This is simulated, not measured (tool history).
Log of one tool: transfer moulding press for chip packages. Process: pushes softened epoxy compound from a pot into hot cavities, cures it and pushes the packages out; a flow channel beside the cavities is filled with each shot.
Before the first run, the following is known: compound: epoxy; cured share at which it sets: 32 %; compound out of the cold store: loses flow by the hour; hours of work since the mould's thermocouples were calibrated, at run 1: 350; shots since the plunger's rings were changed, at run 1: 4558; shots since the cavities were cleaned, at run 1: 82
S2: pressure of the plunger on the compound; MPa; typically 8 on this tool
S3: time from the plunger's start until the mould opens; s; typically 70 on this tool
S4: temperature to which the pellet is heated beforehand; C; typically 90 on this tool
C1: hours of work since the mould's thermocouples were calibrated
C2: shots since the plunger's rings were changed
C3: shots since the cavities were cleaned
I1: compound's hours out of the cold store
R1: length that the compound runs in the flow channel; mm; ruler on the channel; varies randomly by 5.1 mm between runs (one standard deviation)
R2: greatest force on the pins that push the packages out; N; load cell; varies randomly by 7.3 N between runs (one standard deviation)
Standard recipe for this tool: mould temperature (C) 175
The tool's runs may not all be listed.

{"run": 1, "day": 0.0, "mould temperature (C)": 175, "S2": 8, "S3": 70, "S4": 90, "C1": 350, "C2": 4558, "C3": 82, "I1": 8, "R1": 942, "R2": 320}
{"run": 2, "day": 1.483, "mould temperature (C)": 175, "S2": 8, "S3": 70, "S4": 90, "C1": 369, "C2": 5031, "C3": 555, "I1": 15.1, "R1": 917, "R2": 312}
{"day": 2.2, "done": "cavities cleaned with cleaning compound and waxed"}
{"run": 3, "day": 2.708, "mould temperature (C)": 175, "S2": 8, "S3": 70, "S4": 90, "C1": 384, "C2": 5402, "C3": 162, "I1": 34.2, "R1": 854, "R2": 309}
{"day": 3.546, "done": "plunger's sealing rings changed"}
{"run": 4, "day": 3.75, "mould temperature (C)": 175, "S2": 8, "S3": 70, "S4": 90, "C1": 396, "C2": 65, "C3": 461, "I1": 38.9, "R1": 833, "R2": 292}
{"day": 4.721, "done": "cavities cleaned with cleaning compound and waxed"}
{"run": 5, "day": 5.179, "mould temperature (C)": 175, "S2": 8, "S3": 61, "S4": 90, "C1": 413, "C2": 500, "C3": 145, "I1": 10, "R1": 931, "R2": 507}
{"run": 6, "day": 6.183, "mould temperature (C)": 175, "S2": 8, "S3": 61, "S4": 90, "C1": 426, "C2": 820, "C3": 465, "I1": 45.8, "R1": 807, "R2": 441}
{"run": 7, "day": 7.046, "mould temperature (C)": 178, "S2": 6.99, "S3": 103, "S4": 92, "C1": 437, "C2": 1095, "C3": 740, "I1": 14.9, "R1": 858, "R2": 185}
{"day": 7.192, "done": "cavities cleaned with cleaning compound and waxed"}
{"run": 8, "day": 8.342, "mould temperature (C)": 177, "S2": 8, "S3": 51, "S4": 86, "C1": 453, "C2": 1488, "C3": 366, "I1": 39.6, "R1": 826, "R2": 643}
{"day": 9.642, "done": "cavities cleaned with cleaning compound and waxed"}
{"run": 9, "day": 9.817, "mould temperature (C)": 170, "S2": 7.68, "S3": 88, "S4": 95, "C1": 471, "C2": 1939, "C3": 56, "I1": 33.1, "R1": 848, "R2": 252}
{"run": 10, "day": 10.746, "mould temperature (C)": 173, "S2": 8, "S3": 70, "S4": 94, "C1": 482, "C2": 2235, "C3": 352, "I1": 46.3, "R1": 824, "R2": 328}
{"day": 12.071, "done": "cavities cleaned with cleaning compound and waxed"}
{"run": 11, "day": 12.279, "mould temperature (C)": 173, "S2": 8, "S3": 70, "S4": 94, "C1": 501, "C2": 2705, "C3": 68, "I1": 35.1, "R1": 851, "R2": 346}
{"run": 12, "day": 13.354, "mould temperature (C)": 173, "S2": 8, "S3": 70, "S4": 94, "C1": 515, "C2": 3047, "C3": 410, "I1": 21.5, "R1": 893, "R2": 373}

4 ways to go on from here, each from the tool as it stands after run 12. What would each give?
{"run": "A", "day": 14.388, "mould temperature (C)": 168, "S2": 8, "S3": 70, "S4": 82, "C1": 528, "C2": 3376, "C3": 739, "I1": 15.9, "R1": "?", "R2": "?"}
{"run": "B", "day": 14.388, "mould temperature (C)": 173, "S2": 9.12, "S3": 87, "S4": 97, "C1": 528, "C2": 3376, "C3": 739, "I1": 44.6, "R1": "?", "R2": "?"}
{"run": "C", "day": 14.388, "mould temperature (C)": 173, "S2": 7.02, "S3": 61, "S4": 94, "C1": 528, "C2": 3376, "C3": 739, "I1": 12.1, "R1": "?", "R2": "?"}
{"run": "D", "day": 14.388, "mould temperature (C)": 181, "S2": 7.5, "S3": 70, "S4": 90, "C1": 528, "C2": 3376, "C3": 739, "I1": 33.8, "R1": "?", "R2": "?"}

run=A R1=944 R2=577
run=B R1=888 R2=215
run=C R1=875 R2=542
run=D R1=797 R2=212
Stripped of hidden state, with their random variation kept, the same runs would have yielded:
run=A R1=945 R2=570
run=B R1=889 R2=212
run=C R1=876 R2=536
run=D R1=798 R2=210

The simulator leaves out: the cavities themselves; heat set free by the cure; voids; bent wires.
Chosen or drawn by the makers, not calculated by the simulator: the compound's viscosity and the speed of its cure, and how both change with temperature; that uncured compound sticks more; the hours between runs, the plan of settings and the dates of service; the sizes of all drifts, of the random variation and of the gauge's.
